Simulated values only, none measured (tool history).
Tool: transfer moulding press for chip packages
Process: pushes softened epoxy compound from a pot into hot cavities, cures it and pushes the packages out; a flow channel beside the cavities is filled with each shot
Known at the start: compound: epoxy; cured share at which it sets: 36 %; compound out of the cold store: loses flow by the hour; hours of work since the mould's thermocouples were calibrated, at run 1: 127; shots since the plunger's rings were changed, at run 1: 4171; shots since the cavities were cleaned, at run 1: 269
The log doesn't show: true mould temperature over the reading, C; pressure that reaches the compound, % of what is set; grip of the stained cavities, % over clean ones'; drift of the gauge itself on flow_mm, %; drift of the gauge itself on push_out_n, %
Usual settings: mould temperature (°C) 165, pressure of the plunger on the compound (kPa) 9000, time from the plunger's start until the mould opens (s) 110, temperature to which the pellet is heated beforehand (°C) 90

run	hour	mould temperature (°C)	pressure of the plunger on the compound (kPa)	time from the plunger's start until the mould opens (s)	temperature to which the pellet is heated beforehand (°C)	hours of work since the mould's thermocouples were calibrated	shots since the plunger's rings were changed	shots since the cavities were cleaned	incoming compound's hours out of the cold store	length that the compound runs in the flow channel (mm)	greatest force on the pins that push the packages out (N)
1	0	165	9000	110	90	127	4171	269	14.5	853	389
2	19.9	165	9000	110	90	139	4364	462	27.6	814	386
3	36.1	165	9000	110	90	148	4521	619	15.6	854	382
# hour 42.1: cavities cleaned with cleaning compound and waxed
4	48	165	9000	110	90	154	4622	57	25.6	814	390
5	59.4	165	9000	110	89	161	4733	168	28.9	822	380
6	77.7	165	9000	110	90	172	4910	345	45.8	769	374
# hour 90: plunger's sealing rings changed
7	93.7	165	9000	110	90	180	36	476	37.4	797	372
8	107.9	165	9000	148	90	189	173	613	9.7	869	320
# hour 114.3: cavities cleaned with cleaning compound and waxed
9	128.9	165	9000	110	90	200	363	142	24.3	829	385
10	145.5	165	9000	110	90	210	524	303	45.4	772	379
11	156.4	165	9000	110	90	217	629	408	22.1	842	388
12	166.3	165	8030	110	83	223	725	504	24.9	795	374
# hour 183: cavities cleaned with cleaning compound and waxed
13	184.8	165	7810	110	83	233	891	18	15.6	794	395

Forecast run 14:
14	202.1	165	7810	110	83	243	1059	186	8.9	?	?

length that the compound runs in the flow channel (mm): 827
greatest force on the pins that push the packages out (N): 401
Without the tool's hidden state the same run would have given length that the compound runs in the flow channel (mm) 827, greatest force on the pins that push the packages out (N) 399.

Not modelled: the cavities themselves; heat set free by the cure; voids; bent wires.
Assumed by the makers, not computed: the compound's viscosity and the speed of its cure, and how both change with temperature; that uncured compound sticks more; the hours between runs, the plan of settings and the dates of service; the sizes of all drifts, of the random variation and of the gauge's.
